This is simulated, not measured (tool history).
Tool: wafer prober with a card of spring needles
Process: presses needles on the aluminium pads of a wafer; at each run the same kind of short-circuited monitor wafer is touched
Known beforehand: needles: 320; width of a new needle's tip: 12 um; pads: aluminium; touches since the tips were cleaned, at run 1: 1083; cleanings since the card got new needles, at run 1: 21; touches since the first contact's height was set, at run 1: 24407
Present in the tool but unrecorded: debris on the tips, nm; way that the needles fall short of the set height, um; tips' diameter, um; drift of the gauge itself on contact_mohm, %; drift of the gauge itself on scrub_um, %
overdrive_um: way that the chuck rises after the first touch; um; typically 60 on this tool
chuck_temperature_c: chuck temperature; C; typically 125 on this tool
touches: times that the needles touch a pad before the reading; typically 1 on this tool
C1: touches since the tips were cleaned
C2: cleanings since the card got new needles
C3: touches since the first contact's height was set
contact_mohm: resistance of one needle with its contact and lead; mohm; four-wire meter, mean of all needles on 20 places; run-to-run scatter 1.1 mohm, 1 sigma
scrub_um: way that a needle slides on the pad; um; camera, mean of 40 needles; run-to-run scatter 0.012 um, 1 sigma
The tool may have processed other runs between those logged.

run 1 day=0 | overdrive_um=60 chuck_temperature_c=125 touches=1 | C1=1083 C2=21 C3=24407 | contact_mohm=270 scrub_um=11.08
-- day=0.271 tips cleaned on abrasive film
run 2 day=0.583 | overdrive_um=60 chuck_temperature_c=125 touches=1 | C1=3383 C2=22 C3=30679 | contact_mohm=270 scrub_um=11.1
-- day=0.642 tips cleaned on abrasive film
-- day=1.008 tips cleaned on abrasive film
run 3 day=1.258 | overdrive_um=60 chuck_temperature_c=125 touches=1 | C1=2707 C2=24 C3=37906 | contact_mohm=271 scrub_um=11.07
-- day=1.4 tips cleaned on abrasive film
run 4 day=1.696 | overdrive_um=60 chuck_temperature_c=125 touches=1 | C1=3221 C2=25 C3=42617 | contact_mohm=270 scrub_um=11.07
-- day=1.738 tips cleaned on abrasive film
-- day=2.104 tips cleaned on abrasive film
run 5 day=2.142 | overdrive_um=60 chuck_temperature_c=125 touches=1 | C1=417 C2=27 C3=47357 | contact_mohm=269 scrub_um=11.07
-- day=2.446 tips cleaned on abrasive film
run 6 day=2.446 | overdrive_um=60 chuck_temperature_c=125 touches=1 | C1=0 C2=28 C3=50622 | contact_mohm=269 scrub_um=11.07
-- day=2.808 tips cleaned on abrasive film
-- day=3.146 tips cleaned on abrasive film
run 7 day=3.146 | overdrive_um=60 chuck_temperature_c=125 touches=2 | C1=0 C2=30 C3=58110 | contact_mohm=269 scrub_um=11.09
-- day=3.488 tips cleaned on abrasive film
run 8 day=3.517 | overdrive_um=60 chuck_temperature_c=125 touches=2 | C1=356 C2=31 C3=62103 | contact_mohm=270 scrub_um=11.07
-- day=3.833 tips cleaned on abrasive film
run 9 day=3.833 | overdrive_um=60 chuck_temperature_c=125 touches=2 | C1=0 C2=32 C3=65491 | contact_mohm=269 scrub_um=11.07
-- day=3.896 height of the first contact set anew
-- day=4.2 tips cleaned on abrasive film
run 10 day=4.412 | overdrive_um=60 chuck_temperature_c=125 touches=2 | C1=2304 C2=33 C3=5587 | contact_mohm=270 scrub_um=11.09
-- day=4.542 tips cleaned on abrasive film
run 11 day=4.775 | overdrive_um=60 chuck_temperature_c=125 touches=2 | C1=2540 C2=34 C3=9483 | contact_mohm=268 scrub_um=11.1
-- day=4.879 tips cleaned on abrasive film
-- day=5.246 tips cleaned on abrasive film
run 12 day=5.283 | overdrive_um=60 chuck_temperature_c=125 touches=2 | C1=407 C2=36 C3=14889 | contact_mohm=266 scrub_um=11.07
-- day=5.583 tips cleaned on abrasive film
run 13 day=5.583 | overdrive_um=60 chuck_temperature_c=125 touches=2 | C1=0 C2=37 C3=18078 | contact_mohm=267 scrub_um=11.08
-- day=5.967 tips cleaned on abrasive film
run 14 day=6.242 | overdrive_um=60 chuck_temperature_c=125 touches=2 | C1=2993 C2=38 C3=25172 | contact_mohm=270 scrub_um=11.08
-- day=6.346 tips cleaned on abrasive film
-- day=6.717 tips cleaned on abrasive film
run 15 day=6.954 | overdrive_um=60 chuck_temperature_c=125 touches=2 | C1=2573 C2=40 C3=32797 | contact_mohm=269 scrub_um=11.09
-- day=7.088 tips cleaned on abrasive film
-- day=7.438 tips cleaned on abrasive film
run 16 day=7.658 | overdrive_um=60 chuck_temperature_c=125 touches=2 | C1=2380 C2=42 C3=40364 | contact_mohm=269 scrub_um=11.09
-- day=7.821 tips cleaned on abrasive film
run 17 day=8.067 | overdrive_um=57 chuck_temperature_c=98 touches=2 | C1=2642 C2=43 C3=44741 | contact_mohm=262 scrub_um=10.54
-- day=8.179 tips cleaned on abrasive film
run 18 day=8.412 | overdrive_um=54 chuck_temperature_c=43 touches=3 | C1=2533 C2=44 C3=48448 | contact_mohm=247 scrub_um=9.98
-- day=8.554 tips cleaned on abrasive film
-- day=8.904 tips cleaned on abrasive film
run 19 day=8.95 | overdrive_um=60 chuck_temperature_c=106 touches=1 | C1=528 C2=46 C3=54202 | contact_mohm=264 scrub_um=11.09
-- day=9.292 tips cleaned on abrasive film
run 20 day=9.5 | overdrive_um=60 chuck_temperature_c=106 touches=1 | C1=2248 C2=47 C3=60085 | contact_mohm=263 scrub_um=11.06
-- day=9.646 tips cleaned on abrasive film
-- day=9.983 tips cleaned on abrasive film
-- day=10.038 height of the first contact set anew
run 21 day=10.104 | overdrive_um=55 chuck_temperature_c=65 touches=2 | C1=1159 C2=49 C3=700 | contact_mohm=252 scrub_um=10.19
-- day=10.392 tips cleaned on abrasive film
run 22 day=10.638 | overdrive_um=55 chuck_temperature_c=55 touches=2 | C1=2677 C2=50 C3=6443 | contact_mohm=250 scrub_um=10.17
-- day=10.779 tips cleaned on abrasive film
-- day=11.133 tips cleaned on abrasive film
run 23 day=11.304 | overdrive_um=60 chuck_temperature_c=75 touches=2 | C1=1850 C2=52 C3=13578 | contact_mohm=255 scrub_um=11.09
-- day=11.5 tips cleaned on abrasive film
run 24 day=11.621 | overdrive_um=60 chuck_temperature_c=75 touches=2 | C1=1288 C2=53 C3=16963 | contact_mohm=255 scrub_um=11.08
-- day=11.867 tips cleaned on abrasive film
-- day=12.208 tips cleaned on abrasive film
run 25 day=12.208 | overdrive_um=58 chuck_temperature_c=62 touches=1 | C1=0 C2=55 C3=23256 | contact_mohm=253 scrub_um=10.74
-- day=12.554 tips cleaned on abrasive film
run 26 day=12.612 | overdrive_um=58 chuck_temperature_c=62 touches=1 | C1=603 C2=56 C3=27575 | contact_mohm=254 scrub_um=10.71
-- day=12.925 tips cleaned on abrasive film
-- day=13.275 tips cleaned on abrasive film
run 27 day=13.325 | overdrive_um=44 chuck_temperature_c=33 touches=2 | C1=567 C2=58 C3=35228 | contact_mohm=247 scrub_um=8.12
-- day=13.65 tips cleaned on abrasive film
run 28 day=13.929 | overdrive_um=44 chuck_temperature_c=33 touches=2 | C1=3019 C2=59 C3=41726 | contact_mohm=246 scrub_um=8.11
-- day=14.025 tips cleaned on abrasive film
-- day=14.375 tips cleaned on abrasive film
run 29 day=14.383 | overdrive_um=44 chuck_temperature_c=119 touches=1 | C1=77 C2=61 C3=46553 | contact_mohm=269 scrub_um=8.11
-- day=14.75 tips cleaned on abrasive film
run 30 day=14.796 | overdrive_um=55 chuck_temperature_c=44 touches=3 | C1=521 C2=62 C3=50996 | contact_mohm=248 scrub_um=10.17
-- day=15.092 tips cleaned on abrasive film
run 31 day=15.304 | overdrive_um=43 chuck_temperature_c=85 touches=1 | C1=2321 C2=63 C3=56465 | contact_mohm=261 scrub_um=7.94

Alternative continuations, all from the tool just after run 31; predict every row:
-- day=15.438 tips cleaned on abrasive film
-- day=15.783 tips cleaned on abrasive film
run A day=15.783 | overdrive_um=60 chuck_temperature_c=102 touches=3 | C1=0 C2=65 C3=61557 | contact_mohm=? scrub_um=?
-- day=15.438 tips cleaned on abrasive film
-- day=15.783 tips cleaned on abrasive film
run B day=15.783 | overdrive_um=45 chuck_temperature_c=102 touches=3 | C1=0 C2=65 C3=61557 | contact_mohm=? scrub_um=?
-- day=15.438 tips cleaned on abrasive film
-- day=15.783 tips cleaned on abrasive film
run C day=15.783 | overdrive_um=60 chuck_temperature_c=107 touches=1 | C1=0 C2=65 C3=61557 | contact_mohm=? scrub_um=?

run=A contact_mohm=264 scrub_um=11.06
run=B contact_mohm=263 scrub_um=8.31
run=C contact_mohm=263 scrub_um=11.08
What these runs would have given with no unlogged condition in the tool:
run=A contact_mohm=264 scrub_um=11.07
run=B contact_mohm=263 scrub_um=8.32
run=C contact_mohm=263 scrub_um=11.1

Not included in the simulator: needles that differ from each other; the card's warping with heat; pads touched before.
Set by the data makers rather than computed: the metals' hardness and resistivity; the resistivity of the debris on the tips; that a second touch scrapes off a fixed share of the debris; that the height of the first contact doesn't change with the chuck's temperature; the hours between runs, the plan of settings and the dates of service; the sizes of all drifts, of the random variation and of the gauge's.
